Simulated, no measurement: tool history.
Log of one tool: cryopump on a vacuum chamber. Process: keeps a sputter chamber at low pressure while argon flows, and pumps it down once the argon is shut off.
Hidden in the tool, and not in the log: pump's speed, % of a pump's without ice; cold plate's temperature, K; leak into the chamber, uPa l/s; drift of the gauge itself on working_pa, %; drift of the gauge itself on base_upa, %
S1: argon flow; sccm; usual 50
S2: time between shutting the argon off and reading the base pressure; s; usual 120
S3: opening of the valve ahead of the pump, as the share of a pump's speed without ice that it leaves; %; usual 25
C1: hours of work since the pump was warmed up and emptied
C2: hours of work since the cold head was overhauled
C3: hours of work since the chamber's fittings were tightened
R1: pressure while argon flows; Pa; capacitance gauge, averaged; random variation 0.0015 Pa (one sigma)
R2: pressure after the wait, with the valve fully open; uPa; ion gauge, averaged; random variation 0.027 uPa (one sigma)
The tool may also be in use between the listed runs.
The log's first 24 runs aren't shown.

run 25 day=78.733 | S1=25 S2=77 S3=21 | C1=799 C2=2615 C3=2451 | R1=0.2255 R2=4.58
run 26 day=82.371 | S1=46 S2=197 S3=25 | C1=848 C2=2664 C3=2500 | R1=0.3571 R2=3.88
-- day=84.371 pump warmed up, emptied and cooled again
run 27 day=85.358 | S1=90 S2=286 S3=26 | C1=13 C2=2700 C3=2536 | R1=0.6008 R2=2.61
run 28 day=87.817 | S1=25 S2=197 S3=25 | C1=46 C2=2733 C3=2569 | R1=0.1746 R2=2.94
run 29 day=89.608 | S1=55 S2=59 S3=58 | C1=69 C2=2757 C3=2593 | R1=0.1698 R2=4.24
run 30 day=91.404 | S1=55 S2=59 S3=58 | C1=93 C2=2781 C3=2617 | R1=0.1705 R2=4.18
run 31 day=93.712 | S1=55 S2=59 S3=58 | C1=124 C2=2811 C3=2647 | R1=0.1724 R2=4.3
run 32 day=97.371 | S1=53 S2=179 S3=25 | C1=172 C2=2860 C3=2696 | R1=0.376 R2=3.22

Run 33 comes next. What will it give?
run 33 day=99.492 | S1=53 S2=49 S3=19 | C1=200 C2=2888 C3=2724 | R1=? R2=?

{"run 33": {"R1": 0.4923, "R2": 4.89}}
Without the tool's hidden state the same run would have given R1 0.4808 Pa, R2 2.5 uPa.

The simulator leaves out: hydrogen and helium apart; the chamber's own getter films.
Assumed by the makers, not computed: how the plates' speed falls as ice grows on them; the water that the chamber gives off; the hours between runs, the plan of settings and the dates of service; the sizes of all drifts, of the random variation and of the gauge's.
